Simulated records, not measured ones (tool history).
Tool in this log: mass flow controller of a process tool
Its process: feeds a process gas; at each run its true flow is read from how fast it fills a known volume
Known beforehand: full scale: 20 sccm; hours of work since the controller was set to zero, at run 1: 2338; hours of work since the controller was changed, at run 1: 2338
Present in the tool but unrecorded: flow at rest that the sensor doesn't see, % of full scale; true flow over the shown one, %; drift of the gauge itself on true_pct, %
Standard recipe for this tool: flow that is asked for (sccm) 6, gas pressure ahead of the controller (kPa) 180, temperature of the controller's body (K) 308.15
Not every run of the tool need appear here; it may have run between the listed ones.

run    hour  flow that is asked for (sccm)  gas pressure ahead of the controller (kPa)  temperature of the controller's body (K)  hours of work since the controller was set to zero  hours of work since the controller was changed  true flow (%)
  1     0.0                              6                                         180                                    308.15                                                2338                                            2338          99.06
  2   109.2                              6                                         180                                    308.15                                                2421                                            2421          99.13
  3   165.3                              6                                         180                                    308.15                                                2464                                            2464          99.12
  4   249.8                              6                                         180                                    308.15                                                2528                                            2528          99.10
  5   324.0                              2                                         180                                    308.15                                                2585                                            2585          98.95
  6   377.7                              6                                         180                                    308.15                                                2626                                            2626          99.02
  7   442.1                              6                                         180                                    308.15                                                2674                                            2674          99.20
  8   514.6                              6                                         180                                    308.15                                                2730                                            2730          99.19
  9   576.5                             11                                         180                                    308.15                                                2777                                            2777          99.29
 10   658.5                             11                                         180                                    308.15                                                2839                                            2839          99.24
 11   748.2                             11                                         180                                    308.15                                                2907                                            2907          99.22
 12   833.7                             11                                         180                                    300.15                                                2972                                            2972          99.83
 13   921.5                             11                                         158                                    300.15                                                3039                                            3039          99.45
 14   981.3                              6                                         180                                    308.15                                                3084                                            3084          99.19
 15  1045.6                              6                                         180                                    308.15                                                3133                                            3133          99.11
 16  1168.6                              7                                         180                                    308.15                                                3227                                            3227          99.16
 17  1290.8                              6                                         180                                    308.15                                                3319                                            3319          99.16
 18  1406.8                              6                                         180                                    308.15                                                3408                                            3408          99.09
 19  1502.7                             14                                         180                                    299.15                                                3481                                            3481          99.68
 20  1612.5                              3                                         261                                    299.15                                                3564                                            3564          99.93
 21  1711.3                              3                                         261                                    300.15                                                3639                                            3639          99.86
 22  1784.1                             13                                         258                                    308.15                                                3694                                            3694          99.78
 23  1847.6                             13                                         178                                    295.15                                                3743                                            3743          99.81
 24  1908.1                              6                                         246                                    313.15                                                3789                                            3789          99.27
 25  2012.8                              6                                         271                                    306.15                                                3868                                            3868          99.66
 26  2111.8                              6                                         144                                    297.15                                                3944                                            3944          99.51

Estimate the outcome of run 27 from the log above:
 27  2178.9                              2                                         185                                    308.15                                                3994                                            3994              ?

Logged for run 27: true flow (%) 99.01.
Minus the tool's unlogged condition, the same run would have read true flow (%) 99.04.
